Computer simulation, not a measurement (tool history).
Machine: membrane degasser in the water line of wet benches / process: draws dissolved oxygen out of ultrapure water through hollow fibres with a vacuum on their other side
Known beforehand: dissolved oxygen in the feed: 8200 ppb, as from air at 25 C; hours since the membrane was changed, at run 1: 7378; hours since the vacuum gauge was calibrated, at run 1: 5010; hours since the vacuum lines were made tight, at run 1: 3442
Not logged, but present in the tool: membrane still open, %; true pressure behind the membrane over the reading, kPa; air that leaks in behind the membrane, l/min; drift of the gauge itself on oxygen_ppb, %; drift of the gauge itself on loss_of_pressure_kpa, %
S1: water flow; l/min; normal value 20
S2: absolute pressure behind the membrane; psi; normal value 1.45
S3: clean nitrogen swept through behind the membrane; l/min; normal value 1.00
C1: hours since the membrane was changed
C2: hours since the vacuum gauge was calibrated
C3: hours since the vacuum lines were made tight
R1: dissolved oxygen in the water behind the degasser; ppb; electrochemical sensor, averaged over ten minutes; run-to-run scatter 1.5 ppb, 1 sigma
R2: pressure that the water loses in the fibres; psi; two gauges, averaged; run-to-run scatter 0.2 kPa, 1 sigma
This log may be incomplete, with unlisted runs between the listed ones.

{"run": 1, "hour": 0.0, "S1": 20, "S2": 1.45, "S3": 1.0, "C1": 7378, "C2": 5010, "C3": 3442, "R1": 305.8, "R2": 6.518}
{"run": 2, "hour": 225.3, "S1": 20, "S2": 1.45, "S3": 1.0, "C1": 7603, "C2": 5235, "C3": 3667, "R1": 306.3, "R2": 6.489}
{"run": 3, "hour": 398.5, "S1": 20, "S2": 1.45, "S3": 1.0, "C1": 7776, "C2": 5408, "C3": 3840, "R1": 308.9, "R2": 6.477}
{"run": 4, "hour": 521.2, "S1": 20, "S2": 1.45, "S3": 1.0, "C1": 7899, "C2": 5531, "C3": 3963, "R1": 308.9, "R2": 6.409}
{"run": 5, "hour": 693.1, "S1": 20, "S2": 1.45, "S3": 1.0, "C1": 8071, "C2": 5703, "C3": 4135, "R1": 306.9, "R2": 6.517}
{"run": 6, "hour": 849.2, "S1": 20, "S2": 1.45, "S3": 1.0, "C1": 8227, "C2": 5859, "C3": 4291, "R1": 309.4, "R2": 6.451}
{"run": 7, "hour": 1003.9, "S1": 20, "S2": 1.49, "S3": 1.0, "C1": 8381, "C2": 6013, "C3": 4446, "R1": 319.1, "R2": 6.499}
{"run": 8, "hour": 1174.7, "S1": 20, "S2": 3.0, "S3": 1.0, "C1": 8552, "C2": 6184, "C3": 4617, "R1": 743.5, "R2": 6.46}
{"run": 9, "hour": 1450.0, "S1": 27, "S2": 3.0, "S3": 1.0, "C1": 8828, "C2": 6460, "C3": 4892, "R1": 959.3, "R2": 8.714}
{"run": 10, "hour": 1619.9, "S1": 27, "S2": 3.0, "S3": 1.0, "C1": 8997, "C2": 6630, "C3": 5062, "R1": 967.6, "R2": 8.808}
{"run": 11, "hour": 1816.8, "S1": 27, "S2": 3.0, "S3": 1.0, "C1": 9194, "C2": 6826, "C3": 5259, "R1": 957.8, "R2": 8.77}
{"run": 12, "hour": 1977.4, "S1": 20, "S2": 1.45, "S3": 1.0, "C1": 9355, "C2": 6987, "C3": 5419, "R1": 308.9, "R2": 6.489}
{"run": 13, "hour": 2132.1, "S1": 19, "S2": 1.45, "S3": 1.0, "C1": 9510, "C2": 7142, "C3": 5574, "R1": 296.8, "R2": 6.157}
{"run": 14, "hour": 2355.5, "S1": 24, "S2": 1.45, "S3": 1.0, "C1": 9733, "C2": 7365, "C3": 5797, "R1": 371.0, "R2": 7.842}
{"run": 15, "hour": 2604.3, "S1": 20, "S2": 1.45, "S3": 1.0, "C1": 9982, "C2": 7614, "C3": 6046, "R1": 310.1, "R2": 6.538}
{"run": 16, "hour": 2844.4, "S1": 20, "S2": 1.45, "S3": 1.0, "C1": 10222, "C2": 7854, "C3": 6286, "R1": 311.0, "R2": 6.509}
{"hour": 3007.0, "done": "seals of the vacuum lines changed"}
{"run": 17, "hour": 3107.6, "S1": 14, "S2": 1.45, "S3": 0.64, "C1": 10483, "C2": 8115, "C3": 101, "R1": 325.5, "R2": 4.598}
{"run": 18, "hour": 3321.7, "S1": 20, "S2": 1.16, "S3": 1.0, "C1": 10697, "C2": 8329, "C3": 315, "R1": 221.5, "R2": 6.541}
{"hour": 3343.2, "done": "vacuum gauge calibrated"}
{"run": 19, "hour": 3580.6, "S1": 20, "S2": 2.61, "S3": 0.44, "C1": 10956, "C2": 237, "C3": 573, "R1": 1183.1, "R2": 6.524}
{"run": 20, "hour": 3823.1, "S1": 20, "S2": 1.45, "S3": 1.82, "C1": 11198, "C2": 480, "C3": 816, "R1": 186.0, "R2": 6.535}
{"run": 21, "hour": 4074.5, "S1": 20, "S2": 1.45, "S3": 1.82, "C1": 11450, "C2": 731, "C3": 1067, "R1": 186.7, "R2": 6.569}
{"run": 22, "hour": 4283.5, "S1": 20, "S2": 1.45, "S3": 1.82, "C1": 11659, "C2": 940, "C3": 1276, "R1": 187.1, "R2": 6.556}
{"hour": 4491.6, "done": "vacuum gauge calibrated, once more"}
{"run": 23, "hour": 4555.2, "S1": 20, "S2": 1.45, "S3": 1.82, "C1": 11930, "C2": 64, "C3": 1547, "R1": 181.6, "R2": 6.625}
{"run": 24, "hour": 4695.7, "S1": 20, "S2": 1.45, "S3": 1.82, "C1": 12070, "C2": 204, "C3": 1688, "R1": 182.0, "R2": 6.595}
{"run": 25, "hour": 4902.7, "S1": 32, "S2": 1.74, "S3": 2.38, "C1": 12277, "C2": 411, "C3": 1895, "R1": 344.0, "R2": 10.491}
{"run": 26, "hour": 5152.3, "S1": 32, "S2": 1.74, "S3": 2.38, "C1": 12527, "C2": 661, "C3": 2144, "R1": 342.4, "R2": 10.537}
{"run": 27, "hour": 5345.5, "S1": 22, "S2": 0.96, "S3": 0.75, "C1": 12720, "C2": 854, "C3": 2337, "R1": 221.5, "R2": 7.227}
{"run": 28, "hour": 5511.9, "S1": 20, "S2": 1.45, "S3": 0.41, "C1": 12886, "C2": 1020, "C3": 2504, "R1": 610.0, "R2": 6.588}
{"run": 29, "hour": 5789.6, "S1": 20, "S2": 1.45, "S3": 0.41, "C1": 13164, "C2": 1298, "C3": 2782, "R1": 612.1, "R2": 6.569}
{"run": 30, "hour": 5924.8, "S1": 23, "S2": 1.99, "S3": 0.81, "C1": 13299, "C2": 1433, "C3": 2917, "R1": 613.4, "R2": 7.604}
{"run": 31, "hour": 6109.1, "S1": 23, "S2": 1.99, "S3": 0.81, "C1": 13484, "C2": 1618, "C3": 3101, "R1": 615.9, "R2": 7.549}
{"run": 32, "hour": 6276.3, "S1": 25, "S2": 1.45, "S3": 1.28, "C1": 13651, "C2": 1785, "C3": 3268, "R1": 314.7, "R2": 8.235}

Predict each of these 4 candidate next runs independently; none follows another, all start after run 32:
{"run": "A", "hour": 6497.8, "S1": 14, "S2": 3.45, "S3": 1.08, "C1": 13872, "C2": 2006, "C3": 3490, "R1": "?", "R2": "?"}
{"run": "B", "hour": 6497.8, "S1": 13, "S2": 1.02, "S3": 0.45, "C1": 13872, "C2": 2006, "C3": 3490, "R1": "?", "R2": "?"}
{"run": "C", "hour": 6497.8, "S1": 29, "S2": 1.38, "S3": 0.7, "C1": 13872, "C2": 2006, "C3": 3490, "R1": "?", "R2": "?"}
{"run": "D", "hour": 6497.8, "S1": 13, "S2": 3.38, "S3": 0.4, "C1": 13872, "C2": 2006, "C3": 3490, "R1": "?", "R2": "?"}

run=A R1=598.9 R2=4.646
run=B R1=234.6 R2=4.329
run=C R1=546.8 R2=9.583
run=D R1=1207.5 R2=4.267
Stripped of hidden state, with their random variation kept, the same runs would have yielded:
run=A R1=586.6 R2=4.428
run=B R1=229.1 R2=4.126
run=C R1=531.4 R2=9.127
run=D R1=1194.2 R2=4.064

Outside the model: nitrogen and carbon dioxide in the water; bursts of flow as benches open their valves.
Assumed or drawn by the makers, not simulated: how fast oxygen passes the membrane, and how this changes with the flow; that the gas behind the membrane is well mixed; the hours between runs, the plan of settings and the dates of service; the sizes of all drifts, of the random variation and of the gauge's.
